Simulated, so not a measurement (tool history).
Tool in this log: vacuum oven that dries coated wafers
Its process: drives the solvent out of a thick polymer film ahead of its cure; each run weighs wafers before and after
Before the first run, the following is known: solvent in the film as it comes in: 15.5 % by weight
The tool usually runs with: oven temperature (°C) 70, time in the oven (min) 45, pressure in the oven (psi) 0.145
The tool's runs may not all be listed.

{"run": 1, "day": 0.0, "oven temperature (°C)": 70, "time in the oven (min)": 45, "pressure in the oven (psi)": 0.145, "solvent left in the film (%)": 1.03}
{"day": 0.325, "done": "oven's thermocouples calibrated"}
{"run": 2, "day": 1.746, "oven temperature (°C)": 70, "time in the oven (min)": 45, "pressure in the oven (psi)": 0.145, "solvent left in the film (%)": 0.94}
{"run": 3, "day": 3.596, "oven temperature (°C)": 70, "time in the oven (min)": 45, "pressure in the oven (psi)": 0.145, "solvent left in the film (%)": 0.99}
{"run": 4, "day": 6.267, "oven temperature (°C)": 70, "time in the oven (min)": 45, "pressure in the oven (psi)": 0.145, "solvent left in the film (%)": 0.96}
{"run": 5, "day": 7.908, "oven temperature (°C)": 70, "time in the oven (min)": 45, "pressure in the oven (psi)": 0.145, "solvent left in the film (%)": 0.99}
{"run": 6, "day": 10.896, "oven temperature (°C)": 70, "time in the oven (min)": 45, "pressure in the oven (psi)": 0.145, "solvent left in the film (%)": 1.02}
{"run": 7, "day": 12.571, "oven temperature (°C)": 70, "time in the oven (min)": 45, "pressure in the oven (psi)": 0.145, "solvent left in the film (%)": 0.93}
{"run": 8, "day": 14.404, "oven temperature (°C)": 70, "time in the oven (min)": 45, "pressure in the oven (psi)": 0.145, "solvent left in the film (%)": 1.03}
{"run": 9, "day": 17.0, "oven temperature (°C)": 70, "time in the oven (min)": 45, "pressure in the oven (psi)": 0.145, "solvent left in the film (%)": 1.03}
{"run": 10, "day": 19.617, "oven temperature (°C)": 59, "time in the oven (min)": 55, "pressure in the oven (psi)": 0.26, "solvent left in the film (%)": 3.8}
{"run": 11, "day": 22.633, "oven temperature (°C)": 75, "time in the oven (min)": 29, "pressure in the oven (psi)": 0.196, "solvent left in the film (%)": 1.08}
{"run": 12, "day": 25.408, "oven temperature (°C)": 75, "time in the oven (min)": 29, "pressure in the oven (psi)": 0.196, "solvent left in the film (%)": 1.01}
{"run": 13, "day": 27.742, "oven temperature (°C)": 75, "time in the oven (min)": 29, "pressure in the oven (psi)": 0.196, "solvent left in the film (%)": 1.12}
{"run": 14, "day": 30.729, "oven temperature (°C)": 59, "time in the oven (min)": 63, "pressure in the oven (psi)": 0.196, "solvent left in the film (%)": 3.15}
{"run": 15, "day": 33.758, "oven temperature (°C)": 70, "time in the oven (min)": 49, "pressure in the oven (psi)": 0.145, "solvent left in the film (%)": 0.86}
{"run": 16, "day": 36.717, "oven temperature (°C)": 70, "time in the oven (min)": 22, "pressure in the oven (psi)": 0.225, "solvent left in the film (%)": 3.16}
{"run": 17, "day": 39.262, "oven temperature (°C)": 70, "time in the oven (min)": 22, "pressure in the oven (psi)": 0.225, "solvent left in the film (%)": 3.23}
{"run": 18, "day": 41.004, "oven temperature (°C)": 63, "time in the oven (min)": 43, "pressure in the oven (psi)": 0.57, "solvent left in the film (%)": 4.7}

Consider 5 possible next runs. They are alternatives, not a sequence: every one starts from the tool as it was left by run 18. What does each give?
{"run": "A", "day": 43.208, "oven temperature (°C)": 63, "time in the oven (min)": 56, "pressure in the oven (psi)": 0.294, "solvent left in the film (%)": "?"}
{"run": "B", "day": 43.208, "oven temperature (°C)": 77, "time in the oven (min)": 36, "pressure in the oven (psi)": 0.145, "solvent left in the film (%)": "?"}
{"run": "C", "day": 43.208, "oven temperature (°C)": 56, "time in the oven (min)": 63, "pressure in the oven (psi)": 0.145, "solvent left in the film (%)": "?"}
{"run": "D", "day": 43.208, "oven temperature (°C)": 63, "time in the oven (min)": 44, "pressure in the oven (psi)": 0.158, "solvent left in the film (%)": "?"}
{"run": "E", "day": 43.208, "oven temperature (°C)": 73, "time in the oven (min)": 43, "pressure in the oven (psi)": 0.191, "solvent left in the film (%)": "?"}

run=A solvent_left_in_the_film_(%)=2.62
run=B solvent_left_in_the_film_(%)=0.44
run=C solvent_left_in_the_film_(%)=4.03
run=D solvent_left_in_the_film_(%)=2.79
run=E solvent_left_in_the_film_(%)=0.84
With no hidden state in the tool, these same runs would have given:
run=A solvent_left_in_the_film_(%)=2.59
run=B solvent_left_in_the_film_(%)=0.43
run=C solvent_left_in_the_film_(%)=4.00
run=D solvent_left_in_the_film_(%)=2.76
run=E solvent_left_in_the_film_(%)=0.83

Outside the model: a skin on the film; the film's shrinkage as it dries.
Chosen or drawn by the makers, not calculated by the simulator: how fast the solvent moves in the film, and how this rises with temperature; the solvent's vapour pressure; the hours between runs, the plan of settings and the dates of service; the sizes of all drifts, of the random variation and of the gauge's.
